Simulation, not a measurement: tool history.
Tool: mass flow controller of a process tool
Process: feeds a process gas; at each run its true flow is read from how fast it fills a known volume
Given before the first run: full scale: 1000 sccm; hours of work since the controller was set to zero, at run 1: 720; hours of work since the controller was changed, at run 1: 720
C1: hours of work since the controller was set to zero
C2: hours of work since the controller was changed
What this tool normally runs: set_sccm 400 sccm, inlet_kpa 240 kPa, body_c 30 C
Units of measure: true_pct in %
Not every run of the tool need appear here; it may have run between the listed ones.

run 1 day=0.000 | set_sccm=400 inlet_kpa=240 body_c=30 | C1=720 C2=720 | true_pct=98.46
run 2 day=4.846 | set_sccm=231 inlet_kpa=240 body_c=30 | C1=785 C2=785 | true_pct=98.33
run 3 day=11.350 | set_sccm=231 inlet_kpa=240 body_c=30 | C1=873 C2=873 | true_pct=98.36
run 4 day=18.425 | set_sccm=231 inlet_kpa=240 body_c=30 | C1=969 C2=969 | true_pct=98.44
run 5 day=22.583 | set_sccm=400 inlet_kpa=240 body_c=30 | C1=1025 C2=1025 | true_pct=98.97
run 6 day=29.388 | set_sccm=400 inlet_kpa=240 body_c=30 | C1=1117 C2=1117 | true_pct=99.08
run 7 day=35.021 | set_sccm=400 inlet_kpa=240 body_c=30 | C1=1193 C2=1193 | true_pct=99.12
run 8 day=39.988 | set_sccm=400 inlet_kpa=240 body_c=30 | C1=1260 C2=1260 | true_pct=99.17
run 9 day=43.750 | set_sccm=400 inlet_kpa=240 body_c=30 | C1=1311 C2=1311 | true_pct=99.28
run 10 day=52.192 | set_sccm=400 inlet_kpa=240 body_c=30 | C1=1425 C2=1425 | true_pct=99.32
run 11 day=59.846 | set_sccm=400 inlet_kpa=240 body_c=30 | C1=1528 C2=1528 | true_pct=99.39
run 12 day=63.621 | set_sccm=400 inlet_kpa=240 body_c=30 | C1=1579 C2=1579 | true_pct=99.50
run 13 day=69.467 | set_sccm=400 inlet_kpa=240 body_c=30 | C1=1658 C2=1658 | true_pct=99.58
run 14 day=73.717 | set_sccm=400 inlet_kpa=240 body_c=30 | C1=1716 C2=1716 | true_pct=99.63
run 15 day=80.292 | set_sccm=400 inlet_kpa=240 body_c=28 | C1=1804 C2=1804 | true_pct=99.71
run 16 day=87.192 | set_sccm=400 inlet_kpa=240 body_c=28 | C1=1898 C2=1898 | true_pct=99.86
run 17 day=92.362 | set_sccm=400 inlet_kpa=240 body_c=30 | C1=1968 C2=1968 | true_pct=99.96
run 18 day=97.842 | set_sccm=400 inlet_kpa=240 body_c=30 | C1=2042 C2=2042 | true_pct=99.97
run 19 day=104.250 | set_sccm=178 inlet_kpa=240 body_c=30 | C1=2128 C2=2128 | true_pct=99.54
-- day=106.846 gauge calibrated
run 20 day=112.892 | set_sccm=178 inlet_kpa=240 body_c=30 | C1=2245 C2=2245 | true_pct=98.31
run 21 day=117.804 | set_sccm=178 inlet_kpa=240 body_c=30 | C1=2311 C2=2311 | true_pct=98.25
run 22 day=125.188 | set_sccm=400 inlet_kpa=240 body_c=30 | C1=2411 C2=2411 | true_pct=98.88
run 23 day=131.562 | set_sccm=400 inlet_kpa=240 body_c=30 | C1=2497 C2=2497 | true_pct=98.98
run 24 day=137.533 | set_sccm=400 inlet_kpa=240 body_c=30 | C1=2578 C2=2578 | true_pct=99.14
run 25 day=143.712 | set_sccm=193 inlet_kpa=184 body_c=29 | C1=2661 C2=2661 | true_pct=99.03
run 26 day=148.400 | set_sccm=193 inlet_kpa=213 body_c=21 | C1=2725 C2=2725 | true_pct=98.47
run 27 day=152.300 | set_sccm=193 inlet_kpa=213 body_c=21 | C1=2777 C2=2777 | true_pct=98.33
run 28 day=160.462 | set_sccm=505 inlet_kpa=272 body_c=36 | C1=2888 C2=2888 | true_pct=99.85
run 29 day=167.158 | set_sccm=505 inlet_kpa=272 body_c=36 | C1=2978 C2=2978 | true_pct=99.88
run 30 day=172.192 | set_sccm=156 inlet_kpa=159 body_c=29 | C1=3046 C2=3046 | true_pct=99.45
run 31 day=177.442 | set_sccm=166 inlet_kpa=159 body_c=26 | C1=3117 C2=3117 | true_pct=99.32
run 32 day=182.196 | set_sccm=138 inlet_kpa=155 body_c=32 | C1=3181 C2=3181 | true_pct=99.51
run 33 day=189.108 | set_sccm=138 inlet_kpa=219 body_c=22 | C1=3275 C2=3275 | true_pct=98.74
run 34 day=194.692 | set_sccm=138 inlet_kpa=147 body_c=22 | C1=3350 C2=3350 | true_pct=99.45
run 35 day=202.350 | set_sccm=138 inlet_kpa=147 body_c=22 | C1=3453 C2=3453 | true_pct=99.40
run 36 day=209.442 | set_sccm=197 inlet_kpa=240 body_c=30 | C1=3549 C2=3549 | true_pct=99.54
run 37 day=218.579 | set_sccm=197 inlet_kpa=240 body_c=30 | C1=3673 C2=3673 | true_pct=99.86
run 38 day=225.492 | set_sccm=548 inlet_kpa=240 body_c=30 | C1=3766 C2=3766 | true_pct=100.59
run 39 day=231.333 | set_sccm=330 inlet_kpa=240 body_c=24 | C1=3845 C2=3845 | true_pct=99.88
run 40 day=236.892 | set_sccm=937 inlet_kpa=176 body_c=30 | C1=3920 C2=3920 | true_pct=102.07
run 41 day=243.967 | set_sccm=109 inlet_kpa=143 body_c=30 | C1=4016 C2=4016 | true_pct=100.36
run 42 day=252.929 | set_sccm=513 inlet_kpa=227 body_c=34 | C1=4137 C2=4137 | true_pct=101.31
run 43 day=260.879 | set_sccm=513 inlet_kpa=227 body_c=34 | C1=4244 C2=4244 | true_pct=101.45

For each entry between runs, how does the tool's hidden state at the last listed run before it compare with that at the first listed run after it?
Runs 19 to 20: gauge calibrated (day 106.846)
  drift of the gauge itself on true_pct, %: 1.47 -> 0.09
  the result without the hidden state subtracted from the measured one, true_pct: +1.45 -> +0.09 %
